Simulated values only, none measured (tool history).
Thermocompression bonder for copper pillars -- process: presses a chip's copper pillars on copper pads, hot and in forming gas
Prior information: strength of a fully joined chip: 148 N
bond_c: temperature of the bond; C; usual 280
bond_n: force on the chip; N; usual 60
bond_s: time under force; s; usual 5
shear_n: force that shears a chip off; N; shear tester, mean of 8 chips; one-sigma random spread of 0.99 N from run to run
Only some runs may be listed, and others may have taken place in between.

run 1 hour=0 | bond_c=280 bond_n=60 bond_s=5 | shear_n=82.6
run 2 hour=38.1 | bond_c=280 bond_n=60 bond_s=5 | shear_n=80.2
run 3 hour=82.9 | bond_c=280 bond_n=60 bond_s=5 | shear_n=78
run 4 hour=115.1 | bond_c=280 bond_n=60 bond_s=5 | shear_n=78.1
run 5 hour=173.6 | bond_c=280 bond_n=60 bond_s=5 | shear_n=77.6
run 6 hour=202.5 | bond_c=280 bond_n=60 bond_s=5 | shear_n=77.3
run 7 hour=266.5 | bond_c=280 bond_n=60 bond_s=5 | shear_n=76.8
run 8 hour=332.2 | bond_c=280 bond_n=60 bond_s=5 | shear_n=75
run 9 hour=391.3 | bond_c=280 bond_n=60 bond_s=5 | shear_n=73.6
run 10 hour=439.3 | bond_c=280 bond_n=60 bond_s=5 | shear_n=79.6
run 11 hour=469.2 | bond_c=280 bond_n=60 bond_s=5 | shear_n=79.1
run 12 hour=498.5 | bond_c=309 bond_n=47 bond_s=8 | shear_n=100.8
run 13 hour=532.1 | bond_c=277 bond_n=51 bond_s=5 | shear_n=67.2
run 14 hour=584.4 | bond_c=257 bond_n=72 bond_s=4 | shear_n=63
run 15 hour=622.6 | bond_c=265 bond_n=40 bond_s=10 | shear_n=64.3
run 16 hour=687.6 | bond_c=265 bond_n=49 bond_s=11 | shear_n=73.3
run 17 hour=738.8 | bond_c=280 bond_n=60 bond_s=7 | shear_n=90.1
run 18 hour=780.9 | bond_c=280 bond_n=60 bond_s=7 | shear_n=88.9
run 19 hour=845.1 | bond_c=294 bond_n=37 bond_s=8 | shear_n=77.9
run 20 hour=893.7 | bond_c=294 bond_n=37 bond_s=8 | shear_n=77
run 21 hour=929.3 | bond_c=282 bond_n=82 bond_s=5 | shear_n=94.5
run 22 hour=994.9 | bond_c=299 bond_n=71 bond_s=5 | shear_n=98

Between the runs listed above, the log contained 4 entries, not reproduced here. Where in the sequence does each belong, and how does what the log doesn't record of the tool's condition differ from the listed run before to the listed run after?
Run 9 -> run 10: force cell calibrated (hour 395.9); forming gas filter changed (hour 418.2)
  true temperature of the bond over the reading, C: -2.6 -> -2.9; force that reaches the chip, % of what is set: 95.6 -> 93.8; oxide that the forming gas leaves, % of the face: 9.14 -> 0.82
  difference, measured minus the result without the unlogged condition, shear_n: -11.6 -> -6.1 N
Run 13 -> run 14: force cell calibrated, once more (hour 575.3)
  true temperature of the bond over the reading, C: -3.4 -> -3.7; force that reaches the chip, % of what is set: 93.6 -> 98.8; oxide that the forming gas leaves, % of the face: 2.17 -> 2.99
  difference, measured minus the result without the unlogged condition, shear_n: -7.2 -> -5.3 N
Run 16 -> run 17: heater calibrated with a thermocouple chip (hour 713.4)
  true temperature of the bond over the reading, C: -4.3 -> 0.8; force that reaches the chip, % of what is set: 98.6 -> 98.5; oxide that the forming gas leaves, % of the face: 4.55 -> 5.28
  difference, measured minus the result without the unlogged condition, shear_n: -7.6 -> -4.7 N

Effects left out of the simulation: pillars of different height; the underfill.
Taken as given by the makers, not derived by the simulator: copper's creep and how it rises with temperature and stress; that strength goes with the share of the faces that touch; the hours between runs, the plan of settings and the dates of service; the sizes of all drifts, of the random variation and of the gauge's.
